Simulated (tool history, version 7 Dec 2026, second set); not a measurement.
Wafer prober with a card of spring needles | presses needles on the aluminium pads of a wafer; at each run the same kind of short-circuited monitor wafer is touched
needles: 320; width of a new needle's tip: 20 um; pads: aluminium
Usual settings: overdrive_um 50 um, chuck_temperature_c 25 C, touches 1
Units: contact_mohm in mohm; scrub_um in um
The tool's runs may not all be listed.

run,hour,overdrive_um,chuck_temperature_c,touches,contact_mohm,scrub_um
1,0.0,50,25,1,318,6.62
2,60.8,50,25,1,272,6.46
3,95.8,50,64,1,281,6.42
4,146.3,50,64,1,304,6.69
5,178.9,50,64,1,200,6.62
6,266.8,50,64,1,197,6.72
7,337.9,50,64,1,227,6.58
8,403.8,50,25,1,258,6.65
9,441.8,50,25,1,239,6.61
10,513.9,50,112,1,276,6.67
11,550.0,50,112,1,243,6.62
12,625.5,44,34,1,321,5.85
13,697.2,31,123,1,244,4.13
14,731.9,47,51,2,201,6.22
15,787.8,37,49,1,373,4.96
16,831.8,37,49,1,336,4.92
17,891.2,33,44,1,411,4.29

Not shown: 134 entries that the log had between the listed runs. Between which runs, and how does the tool's hidden state differ before and after?
Between runs 1 and 2: tips cleaned on abrasive film (hour 1.7); tips cleaned on abrasive film (hour 8.3); tips cleaned on abrasive film (hour 16.5); height of the first contact set anew (hour 21.6); tips cleaned on abrasive film (hour 25.0); tips cleaned on abrasive film (hour 31.5); tips cleaned on abrasive film (hour 38.1); tips cleaned on abrasive film (hour 44.7); tips cleaned on abrasive film (hour 51.2); tips cleaned on abrasive film (hour 57.8)
  debris on the tips, nm: 60.6 -> 36.6; way that the needles fall short of the set height, um: 0.87 -> 1.95; tips' diameter, um: 23.78 -> 24.04
  measured less the result without the state, contact_mohm: +135 -> +90 mohm; scrub_um: -0.12 -> -0.27 um
Between runs 2 and 3: tips cleaned on abrasive film (hour 65.8); tips cleaned on abrasive film (hour 72.3); tips cleaned on abrasive film (hour 78.9); tips cleaned on abrasive film (hour 85.5); tips cleaned on abrasive film (hour 92.0)
  debris on the tips, nm: 36.6 -> 40.1; way that the needles fall short of the set height, um: 1.95 -> 2.3; tips' diameter, um: 24.04 -> 24.16
  measured less the result without the state, contact_mohm: +90 -> +93 mohm; scrub_um: -0.27 -> -0.31 um
Between runs 3 and 4: tips cleaned on abrasive film (hour 99.1); tips cleaned on abrasive film (hour 105.7); tips cleaned on abrasive film (hour 112.3); tips cleaned on abrasive film (hour 118.8); tips cleaned on abrasive film (hour 125.4); height of the first contact set anew (hour 127.3); tips cleaned on abrasive film (hour 132.3); tips cleaned on abrasive film (hour 140.5)
  debris on the tips, nm: 40.1 -> 52.4; way that the needles fall short of the set height, um: 2.3 -> 0.18; tips' diameter, um: 24.16 -> 24.36
  measured less the result without the state, contact_mohm: +93 -> +113 mohm; scrub_um: -0.31 -> -0.02 um
Between runs 4 and 5: tips cleaned on abrasive film (hour 148.0); tips cleaned on abrasive film (hour 154.6); tips cleaned on abrasive film (hour 162.8); tips cleaned on abrasive film (hour 171.0); tips cleaned on abrasive film (hour 178.9)
  debris on the tips, nm: 52.4 -> 2.9; way that the needles fall short of the set height, um: 0.18 -> 0.61; tips' diameter, um: 24.36 -> 24.51
  measured less the result without the state, contact_mohm: +113 -> +11 mohm; scrub_um: -0.02 -> -0.08 um
Between runs 5 and 6: tips cleaned on abrasive film (hour 185.4); tips cleaned on abrasive film (hour 192.0); tips cleaned on abrasive film (hour 198.6); height of the first contact set anew, once more (hour 203.7); tips cleaned on abrasive film (hour 207.1); tips cleaned on abrasive film (hour 213.6); tips cleaned on abrasive film (hour 220.2); tips cleaned on abrasive film (hour 226.8); tips cleaned on abrasive film (hour 233.3); tips cleaned on abrasive film (hour 241.5); tips cleaned on abrasive film (hour 248.1); card fitted with new needles (hour 260.1); tips cleaned on abrasive film (hour 266.7)
  debris on the tips, nm: 2.9 -> 5.6; way that the needles fall short of the set height, um: 0.61 -> 0.07; tips' diameter, um: 24.51 -> 20.03
  measured less the result without the state, contact_mohm: +11 -> +9 mohm; scrub_um: -0.08 -> -0.01 um
Between runs 6 and 7: tips cleaned on abrasive film (hour 273.4); tips cleaned on abrasive film (hour 281.6); tips cleaned on abrasive film (hour 289.8); tips cleaned on abrasive film (hour 296.3); tips cleaned on abrasive film (hour 302.9); tips cleaned on abrasive film (hour 309.5); tips cleaned on abrasive film (hour 316.1); tips cleaned on abrasive film (hour 322.6); tips cleaned on abrasive film (hour 329.2); tips cleaned on abrasive film (hour 335.8)
  debris on the tips, nm: 5.6 -> 24.1; way that the needles fall short of the set height, um: 0.07 -> 0.84; tips' diameter, um: 20.03 -> 20.29
  measured less the result without the state, contact_mohm: +9 -> +38 mohm; scrub_um: -0.01 -> -0.12 um
Between runs 7 and 8: tips cleaned on abrasive film (hour 342.9); tips cleaned on abrasive film (hour 349.5); tips cleaned on abrasive film (hour 356.0); tips cleaned on abrasive film (hour 362.6); height of the first contact set anew (hour 366.1); tips cleaned on abrasive film (hour 369.5); tips cleaned on abrasive film (hour 377.7); tips cleaned on abrasive film (hour 384.2); tips cleaned on abrasive film (hour 390.8); tips cleaned on abrasive film (hour 399.0)
  debris on the tips, nm: 24.1 -> 47.7; way that the needles fall short of the set height, um: 0.84 -> 0.4; tips' diameter, um: 20.29 -> 20.54
  measured less the result without the state, contact_mohm: +38 -> +78 mohm; scrub_um: -0.12 -> -0.05 um
Between runs 8 and 9: tips cleaned on abrasive film (hour 405.6); tips cleaned on abrasive film (hour 412.1); tips cleaned on abrasive film (hour 418.7); tips cleaned on abrasive film (hour 425.3); tips cleaned on abrasive film (hour 431.8); tips cleaned on abrasive film (hour 438.4)
  debris on the tips, nm: 47.7 -> 34.6; way that the needles fall short of the set height, um: 0.4 -> 0.87; tips' diameter, um: 20.54 -> 20.71
  measured less the result without the state, contact_mohm: +78 -> +59 mohm; scrub_um: -0.05 -> -0.12 um
Between runs 9 and 10: tips cleaned on abrasive film (hour 445.2); tips cleaned on abrasive film (hour 451.7); tips cleaned on abrasive film (hour 458.3); tips cleaned on abrasive film (hour 464.9); tips cleaned on abrasive film (hour 471.4); height of the first contact set anew (hour 471.7); tips cleaned on abrasive film (hour 478.3); tips cleaned on abrasive film (hour 484.9); tips cleaned on abrasive film (hour 493.1); tips cleaned on abrasive film (hour 499.6); tips cleaned on abrasive film (hour 507.8)
  debris on the tips, nm: 34.6 -> 50.1; way that the needles fall short of the set height, um: 0.87 -> 0.4; tips' diameter, um: 20.71 -> 20.99
  measured less the result without the state, contact_mohm: +59 -> +74 mohm; scrub_um: -0.12 -> -0.05 um
Between runs 10 and 11: tips cleaned on abrasive film (hour 515.7); tips cleaned on abrasive film (hour 522.2); tips cleaned on abrasive film (hour 528.8); tips cleaned on abrasive film (hour 535.4); tips cleaned on abrasive film (hour 541.9); tips cleaned on abrasive film (hour 548.5)
  debris on the tips, nm: 50.1 -> 24.5; way that the needles fall short of the set height, um: 0.4 -> 0.84; tips' diameter, um: 20.99 -> 21.15
  measured less the result without the state, contact_mohm: +74 -> +39 mohm; scrub_um: -0.05 -> -0.12 um
Between runs 11 and 12: tips cleaned on abrasive film (hour 556.5); tips cleaned on abrasive film (hour 563.1); tips cleaned on abrasive film (hour 569.7); tips cleaned on abrasive film (hour 576.2); height of the first contact set anew (hour 576.5); tips cleaned on abrasive film (hour 583.1); tips cleaned on abrasive film (hour 591.3); tips cleaned on abrasive film (hour 597.9); tips cleaned on abrasive film (hour 604.4); tips cleaned on abrasive film (hour 611.0); tips cleaned on abrasive film (hour 619.2)
  debris on the tips, nm: 24.5 -> 59.4; way that the needles fall short of the set height, um: 0.84 -> 0.5; tips' diameter, um: 21.15 -> 21.42
  measured less the result without the state, contact_mohm: +39 -> +134 mohm; scrub_um: -0.12 -> -0.07 um
Between runs 12 and 13: tips cleaned on abrasive film (hour 627.2); tips cleaned on abrasive film (hour 633.8); tips cleaned on abrasive film (hour 640.4); tips cleaned on abrasive film (hour 646.9); tips cleaned on abrasive film (hour 655.1); tips cleaned on abrasive film (hour 661.7); tips cleaned on abrasive film (hour 669.9); tips cleaned on abrasive film (hour 676.5); height of the first contact set anew (hour 681.6); tips cleaned on abrasive film (hour 683.3); tips cleaned on abrasive film (hour 689.9); tips cleaned on abrasive film (hour 697.2)
  debris on the tips, nm: 59.4 -> 5.3; way that the needles fall short of the set height, um: 0.5 -> 0.24; tips' diameter, um: 21.42 -> 21.72
  measured less the result without the state, contact_mohm: +134 -> +24 mohm; scrub_um: -0.07 -> -0.03 um
Between runs 13 and 14: tips cleaned on abrasive film (hour 703.8); tips cleaned on abrasive film (hour 710.4); tips cleaned on abrasive film (hour 717.0); tips cleaned on abrasive film (hour 723.5); tips cleaned on abrasive film (hour 731.7)
  debris on the tips, nm: 5.3 -> 8.5; way that the needles fall short of the set height, um: 0.24 -> 0.64; tips' diameter, um: 21.72 -> 21.86
  measured less the result without the state, contact_mohm: +24 -> +13 mohm; scrub_um: -0.03 -> -0.09 um
Between runs 14 and 15: tips cleaned on abrasive film (hour 738.5); tips cleaned on abrasive film (hour 745.1); tips cleaned on abrasive film (hour 753.3); tips cleaned on abrasive film (hour 759.8); tips cleaned on abrasive film (hour 766.4); tips cleaned on abrasive film (hour 773.0); tips cleaned on abrasive film (hour 781.2); height of the first contact set anew (hour 787.8)
  debris on the tips, nm: 8.5 -> 57.4; way that the needles fall short of the set height, um: 0.64 -> 0; tips' diameter, um: 21.86 -> 22.07
  measured less the result without the state, contact_mohm: +13 -> +179 mohm; scrub_um: -0.09 -> +0.00 um
Between runs 15 and 16: tips cleaned on abrasive film (hour 789.6); tips cleaned on abrasive film (hour 796.1); tips cleaned on abrasive film (hour 804.3); tips cleaned on abrasive film (hour 812.5); tips cleaned on abrasive film (hour 820.7); tips cleaned on abrasive film (hour 827.3)
  debris on the tips, nm: 57.4 -> 44.5; way that the needles fall short of the set height, um: 0 -> 0.43; tips' diameter, um: 22.07 -> 22.22
  measured less the result without the state, contact_mohm: +179 -> +144 mohm; scrub_um: +0.00 -> -0.06 um
Between runs 16 and 17: tips cleaned on abrasive film (hour 835.2); tips cleaned on abrasive film (hour 843.4); tips cleaned on abrasive film (hour 849.9); tips cleaned on abrasive film (hour 856.5); tips cleaned on abrasive film (hour 864.7); tips cleaned on abrasive film (hour 871.2); tips cleaned on abrasive film (hour 879.4); tips cleaned on abrasive film (hour 886.0)
  debris on the tips, nm: 44.5 -> 49.4; way that the needles fall short of the set height, um: 0.43 -> 1.07; tips' diameter, um: 22.22 -> 22.45
  measured less the result without the state, contact_mohm: +144 -> +215 mohm; scrub_um: -0.06 -> -0.14 um

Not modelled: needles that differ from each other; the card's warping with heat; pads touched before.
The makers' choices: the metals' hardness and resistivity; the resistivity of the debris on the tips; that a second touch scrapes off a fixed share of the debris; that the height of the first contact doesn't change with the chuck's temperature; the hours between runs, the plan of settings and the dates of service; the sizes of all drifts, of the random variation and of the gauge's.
